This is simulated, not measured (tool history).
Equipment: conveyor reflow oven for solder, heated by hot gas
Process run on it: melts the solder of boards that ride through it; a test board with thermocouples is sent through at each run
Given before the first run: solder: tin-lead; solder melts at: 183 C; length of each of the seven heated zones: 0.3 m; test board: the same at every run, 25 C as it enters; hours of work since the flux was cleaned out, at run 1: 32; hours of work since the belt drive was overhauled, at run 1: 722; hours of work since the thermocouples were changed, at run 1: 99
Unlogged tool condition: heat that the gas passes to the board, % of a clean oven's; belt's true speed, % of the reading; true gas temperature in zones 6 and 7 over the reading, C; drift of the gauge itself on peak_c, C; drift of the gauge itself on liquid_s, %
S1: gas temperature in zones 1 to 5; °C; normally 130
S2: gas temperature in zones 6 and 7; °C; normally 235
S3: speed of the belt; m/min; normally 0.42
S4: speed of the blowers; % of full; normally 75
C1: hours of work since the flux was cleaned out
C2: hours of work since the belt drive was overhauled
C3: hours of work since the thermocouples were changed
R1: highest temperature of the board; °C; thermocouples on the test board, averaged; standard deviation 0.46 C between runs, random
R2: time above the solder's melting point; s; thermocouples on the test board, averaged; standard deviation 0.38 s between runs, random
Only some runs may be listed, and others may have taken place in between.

run	hour	S1	S2	S3	S4	C1	C2	C3	R1	R2
1	0	130	235	0.42	75	32	722	99	221.5	67.6
2	38.2	130	235	0.42	75	58	748	125	221.5	67.7
3	70.8	130	235	0.42	75	81	771	147	221.7	67.8
4	118.3	130	235	0.42	75	113	803	180	221.2	68.6
5	170.1	130	235	0.42	75	148	839	215	221.2	67.2
6	215.5	130	235	0.42	75	179	870	246	221.6	67.3
7	239.6	130	235	0.42	87	196	886	263	223.1	68.9
8	279.8	130	235	0.42	87	223	914	290	222.6	69
9	320	130	235	0.42	87	251	941	318	223.2	69.1
10	351.3	120	235	0.42	75	272	962	339	218.3	62.3
11	377.5	120	235	0.42	75	290	980	357	219.2	63
12	419.1	129	235	0.42	75	319	1009	385	220.1	67
# hour 428.1: belt drive overhauled, speed set with a stopwatch
13	477.3	129	235	0.42	75	356	34	422	219.2	66.6
14	528.7	130	235	0.42	75	391	69	457	220.5	67.4
15	571.3	130	235	0.42	75	420	98	487	219.4	66.6
# hour 578.9: flux residue cleaned out of gas plates and filters
16	618.5	130	224	0.403	75	27	127	515	213	64.8
17	645.1	130	229	0.403	70	45	145	534	217.3	67.8
# hour 663.5: belt drive overhauled, speed set with a stopwatch, once more
18	693	140	235	0.42	59	75	20	564	217.7	66.2
19	727.6	142	235	0.429	65	99	44	587	218.8	66.9
20	767.1	130	229	0.42	75	126	71	614	213.5	60.7
21	824.3	130	229	0.42	75	165	110	653	214.2	59.7
22	870.3	137	233	0.455	75	196	141	685	215.3	59.7
23	903.4	137	233	0.455	75	219	164	707	215.7	58.7
24	926.8	139	233	0.39	79	235	180	723	221.3	75.1
25	978.4	139	233	0.39	79	270	215	759	220.8	74.8
26	1021.6	119	231	0.356	59	300	245	788	215	68.1
27	1064.1	119	228	0.356	59	329	274	817	211.8	64.5
# hour 1076.8: thermocouples of zones 6 and 7 changed
28	1106.2	122	235	0.43	87	356	301	20	220.9	62

Run 29 comes next. What will it give?
29	1148.2	124	235	0.455	65	385	330	49	?	?

Run 29 came out at R1 214.4 °C, R2 53.1 s.
Take away the tool's hidden state, keep the run-to-run variation as it was, and the same run would have given R1 216.8 °C, R2 55 s.
